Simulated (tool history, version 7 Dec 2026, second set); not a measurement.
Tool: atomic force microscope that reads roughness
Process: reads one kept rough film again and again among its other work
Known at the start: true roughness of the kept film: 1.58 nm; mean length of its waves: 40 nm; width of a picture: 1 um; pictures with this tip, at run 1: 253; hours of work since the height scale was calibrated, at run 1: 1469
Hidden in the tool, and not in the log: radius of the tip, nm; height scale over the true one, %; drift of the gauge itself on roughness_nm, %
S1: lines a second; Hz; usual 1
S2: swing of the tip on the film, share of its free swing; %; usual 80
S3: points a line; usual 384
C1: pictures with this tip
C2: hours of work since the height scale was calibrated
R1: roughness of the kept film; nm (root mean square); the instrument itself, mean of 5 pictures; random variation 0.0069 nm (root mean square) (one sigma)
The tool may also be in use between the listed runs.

run 1 hour=0 | S1=1 S2=80 S3=384 | C1=253 C2=1469 | R1=1.32
-- hour=34.1 new tip fitted
run 2 hour=60.3 | S1=1 S2=80 S3=712 | C1=58 C2=1514 | R1=1.386
run 3 hour=112.8 | S1=1 S2=80 S3=712 | C1=174 C2=1554 | R1=1.352
run 4 hour=149.1 | S1=1 S2=80 S3=384 | C1=254 C2=1582 | R1=1.321
-- hour=179.5 new tip fitted
run 5 hour=179.6 | S1=1 S2=80 S3=384 | C1=0 C2=1604 | R1=1.401
run 6 hour=214.3 | S1=2.74 S2=80 S3=384 | C1=77 C2=1631 | R1=1.218
run 7 hour=247.7 | S1=1 S2=80 S3=384 | C1=151 C2=1656 | R1=1.347
run 8 hour=311.6 | S1=1 S2=80 S3=434 | C1=292 C2=1705 | R1=1.31
-- hour=326.2 new tip fitted
run 9 hour=350.5 | S1=2.15 S2=80 S3=384 | C1=54 C2=1734 | R1=1.269
run 10 hour=393.1 | S1=1 S2=80 S3=384 | C1=148 C2=1766 | R1=1.359
run 11 hour=427.8 | S1=1 S2=80 S3=384 | C1=225 C2=1793 | R1=1.327
-- hour=471.4 new tip fitted
run 12 hour=471.4 | S1=1 S2=80 S3=384 | C1=0 C2=1825 | R1=1.414
run 13 hour=509.3 | S1=1 S2=80 S3=384 | C1=83 C2=1854 | R1=1.378
run 14 hour=545.5 | S1=1 S2=80 S3=384 | C1=163 C2=1882 | R1=1.35
run 15 hour=610.4 | S1=1 S2=80 S3=274 | C1=307 C2=1931 | R1=1.301
-- hour=617 new tip fitted
run 16 hour=644.3 | S1=1 S2=56 S3=274 | C1=60 C2=1956 | R1=1.469
run 17 hour=685.8 | S1=1 S2=80 S3=384 | C1=152 C2=1988 | R1=1.351
run 18 hour=750.1 | S1=1 S2=80 S3=973 | C1=294 C2=2037 | R1=1.315
-- hour=764.4 new tip fitted
run 19 hour=779.7 | S1=1 S2=80 S3=384 | C1=34 C2=2059 | R1=1.391
run 20 hour=807.9 | S1=1 S2=80 S3=474 | C1=96 C2=2080 | R1=1.366
run 21 hour=852.5 | S1=1.73 S2=80 S3=384 | C1=195 C2=2114 | R1=1.257
-- hour=856.8 height scale calibrated on a step standard
run 22 hour=893.1 | S1=1 S2=80 S3=384 | C1=282 C2=28 | R1=1.301
-- hour=914.4 new tip fitted
run 23 hour=948.8 | S1=1 S2=80 S3=383 | C1=76 C2=70 | R1=1.395
-- hour=998.2 height scale calibrated on a step standard, once more
run 24 hour=998.2 | S1=1 S2=80 S3=383 | C1=183 C2=0 | R1=1.331
run 25 hour=1028.1 | S1=1 S2=80 S3=384 | C1=249 C2=23 | R1=1.304
-- hour=1060.6 new tip fitted
run 26 hour=1071.7 | S1=1 S2=80 S3=384 | C1=24 C2=55 | R1=1.371
run 27 hour=1117.8 | S1=1 S2=80 S3=384 | C1=127 C2=91 | R1=1.341
run 28 hour=1176.3 | S1=0.5 S2=80 S3=540 | C1=256 C2=135 | R1=1.362
-- hour=1208.8 new tip fitted
run 29 hour=1210.4 | S1=2.9 S2=81 S3=690 | C1=3 C2=161 | R1=1.199
run 30 hour=1243.5 | S1=3.81 S2=80 S3=933 | C1=77 C2=186 | R1=1.127
run 31 hour=1303.8 | S1=3.81 S2=80 S3=933 | C1=210 C2=232 | R1=1.083
run 32 hour=1338.1 | S1=1.77 S2=80 S3=384 | C1=286 C2=258 | R1=1.231
-- hour=1357.6 new tip fitted
run 33 hour=1370.5 | S1=1 S2=69 S3=384 | C1=29 C2=282 | R1=1.438
run 34 hour=1402.6 | S1=1 S2=69 S3=613 | C1=100 C2=306 | R1=1.402
run 35 hour=1465.4 | S1=2.93 S2=66 S3=598 | C1=239 C2=354 | R1=1.275
run 36 hour=1495.3 | S1=1.76 S2=56 S3=994 | C1=305 C2=377 | R1=1.36
-- hour=1506.9 new tip fitted
run 37 hour=1533 | S1=3.14 S2=60 S3=689 | C1=58 C2=405 | R1=1.388
run 38 hour=1561.5 | S1=3.14 S2=60 S3=689 | C1=121 C2=427 | R1=1.359
run 39 hour=1626.4 | S1=3.14 S2=60 S3=689 | C1=265 C2=476 | R1=1.304
-- hour=1655.8 new tip fitted
run 40 hour=1663.5 | S1=2.7 S2=86 S3=662 | C1=17 C2=504 | R1=1.17
run 41 hour=1709 | S1=1 S2=80 S3=414 | C1=118 C2=538 | R1=1.354
run 42 hour=1760 | S1=1 S2=80 S3=414 | C1=231 C2=577 | R1=1.318
-- hour=1803.5 new tip fitted
run 43 hour=1823.7 | S1=0.52 S2=77 S3=414 | C1=44 C2=625 | R1=1.44
run 44 hour=1868.6 | S1=0.52 S2=77 S3=414 | C1=144 C2=659 | R1=1.411
run 45 hour=1902 | S1=2.09 S2=77 S3=364 | C1=218 C2=685 | R1=1.247
run 46 hour=1933.9 | S1=1.23 S2=80 S3=1015 | C1=288 C2=709 | R1=1.288
-- hour=1952.1 new tip fitted
run 47 hour=1991.6 | S1=1.23 S2=80 S3=1015 | C1=87 C2=753 | R1=1.36
run 48 hour=2024 | S1=1.28 S2=82 S3=361 | C1=159 C2=777 | R1=1.307
run 49 hour=2079.3 | S1=1 S2=69 S3=384 | C1=281 C2=819 | R1=1.339
-- hour=2101.4 new tip fitted
run 50 hour=2136.9 | S1=1 S2=69 S3=384 | C1=79 C2=863 | R1=1.426
run 51 hour=2172.6 | S1=2.88 S2=80 S3=525 | C1=158 C2=890 | R1=1.173

5 ways to go on from here, each from the tool as it stands after run 51. What would each give?
run A hour=2216.4 | S1=2.88 S2=67 S3=298 | C1=254 C2=923 | R1=?
run B hour=2216.4 | S1=1.17 S2=71 S3=525 | C1=254 C2=923 | R1=?
run C hour=2216.4 | S1=2.88 S2=59 S3=685 | C1=254 C2=923 | R1=?
run D hour=2216.4 | S1=2.73 S2=66 S3=276 | C1=254 C2=923 | R1=?
run E hour=2216.4 | S1=2.88 S2=66 S3=525 | C1=254 C2=923 | R1=?

run=A R1=1.27
run=B R1=1.346
run=C R1=1.329
run=D R1=1.275
run=E R1=1.283
Without the tool's hidden state the same runs would have given:
run=A R1=1.349
run=B R1=1.43
run=C R1=1.413
run=D R1=1.356
run=E R1=1.364
